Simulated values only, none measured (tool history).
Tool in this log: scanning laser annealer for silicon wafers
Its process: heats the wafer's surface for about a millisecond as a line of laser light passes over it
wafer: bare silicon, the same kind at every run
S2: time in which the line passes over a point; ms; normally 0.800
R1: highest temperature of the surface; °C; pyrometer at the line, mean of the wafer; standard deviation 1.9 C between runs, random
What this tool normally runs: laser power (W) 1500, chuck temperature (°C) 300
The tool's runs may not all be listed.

run 1 day=0.000 | laser_power_(W)=1500 S2=0.800 chuck_temperature_(°C)=300 | R1=1096
run 2 day=0.271 | laser_power_(W)=1500 S2=0.800 chuck_temperature_(°C)=287 | R1=1078
run 3 day=0.642 | laser_power_(W)=1500 S2=0.800 chuck_temperature_(°C)=287 | R1=1079
run 4 day=1.121 | laser_power_(W)=1500 S2=0.651 chuck_temperature_(°C)=300 | R1=1002
run 5 day=1.400 | laser_power_(W)=1500 S2=0.800 chuck_temperature_(°C)=300 | R1=1092
run 6 day=1.912 | laser_power_(W)=1500 S2=0.800 chuck_temperature_(°C)=300 | R1=1093
run 7 day=2.233 | laser_power_(W)=1500 S2=0.800 chuck_temperature_(°C)=300 | R1=1089
run 8 day=2.767 | laser_power_(W)=1500 S2=0.800 chuck_temperature_(°C)=300 | R1=1092
run 9 day=3.200 | laser_power_(W)=1560 S2=0.800 chuck_temperature_(°C)=300 | R1=1128
-- day=3.450 optics aligned, line set to its width
run 10 day=3.908 | laser_power_(W)=1560 S2=0.800 chuck_temperature_(°C)=300 | R1=1128
run 11 day=4.312 | laser_power_(W)=1560 S2=0.800 chuck_temperature_(°C)=300 | R1=1124
run 12 day=4.742 | laser_power_(W)=1603 S2=0.800 chuck_temperature_(°C)=300 | R1=1155
run 13 day=5.296 | laser_power_(W)=1323 S2=0.800 chuck_temperature_(°C)=300 | R1=985
run 14 day=5.592 | laser_power_(W)=1323 S2=0.800 chuck_temperature_(°C)=300 | R1=981
-- day=5.842 optics aligned, line set to its width, once more
run 15 day=6.246 | laser_power_(W)=1500 S2=0.800 chuck_temperature_(°C)=300 | R1=1088
run 16 day=6.567 | laser_power_(W)=1500 S2=0.643 chuck_temperature_(°C)=317 | R1=1011
run 17 day=6.883 | laser_power_(W)=1500 S2=0.746 chuck_temperature_(°C)=325 | R1=1080
run 18 day=7.371 | laser_power_(W)=1278 S2=0.666 chuck_temperature_(°C)=284 | R1=875
run 19 day=7.879 | laser_power_(W)=1278 S2=0.807 chuck_temperature_(°C)=326 | R1=986
run 20 day=8.188 | laser_power_(W)=1347 S2=0.989 chuck_temperature_(°C)=319 | R1=1103
run 21 day=8.496 | laser_power_(W)=1414 S2=0.800 chuck_temperature_(°C)=305 | R1=1043
run 22 day=9.033 | laser_power_(W)=1439 S2=0.800 chuck_temperature_(°C)=310 | R1=1059
run 23 day=9.546 | laser_power_(W)=1556 S2=0.835 chuck_temperature_(°C)=305 | R1=1147
run 24 day=10.138 | laser_power_(W)=1556 S2=0.835 chuck_temperature_(°C)=306 | R1=1146
run 25 day=10.567 | laser_power_(W)=1602 S2=0.983 chuck_temperature_(°C)=316 | R1=1269
run 26 day=10.892 | laser_power_(W)=1352 S2=0.707 chuck_temperature_(°C)=275 | R1=924
run 27 day=11.458 | laser_power_(W)=1518 S2=0.609 chuck_temperature_(°C)=282 | R1=963
run 28 day=11.779 | laser_power_(W)=1500 S2=0.622 chuck_temperature_(°C)=264 | R1=946
run 29 day=12.171 | laser_power_(W)=1500 S2=0.769 chuck_temperature_(°C)=283 | R1=1049

Some steps in R1 between neighbouring runs. How much of each would the tool show without its hidden state too (settings, what came in, random variation), and how much is left for the hidden state, with any gauge scatter that isn't in both results?
Hidden conditions of the tool in this case: light that passes the window, % of a clean one's; laser's true power over the reading, %; width of the line over the set one, %; drift of the gauge itself on peak_c, C.
Run 12 -> 13: laser power (W) 1603 -> 1323. R1 -170 °C: hidden state +4, all else -174.
Run 17 -> 18: laser power (W) 1500 -> 1278, S2 0.746 -> 0.666, chuck temperature (°C) 325 -> 284. R1 -205 °C: hidden state +3, all else -208.
Run 25 -> 26: laser power (W) 1602 -> 1352, S2 0.983 -> 0.707, chuck temperature (°C) 316 -> 275. R1 -345 °C: hidden state +6, all else -351.
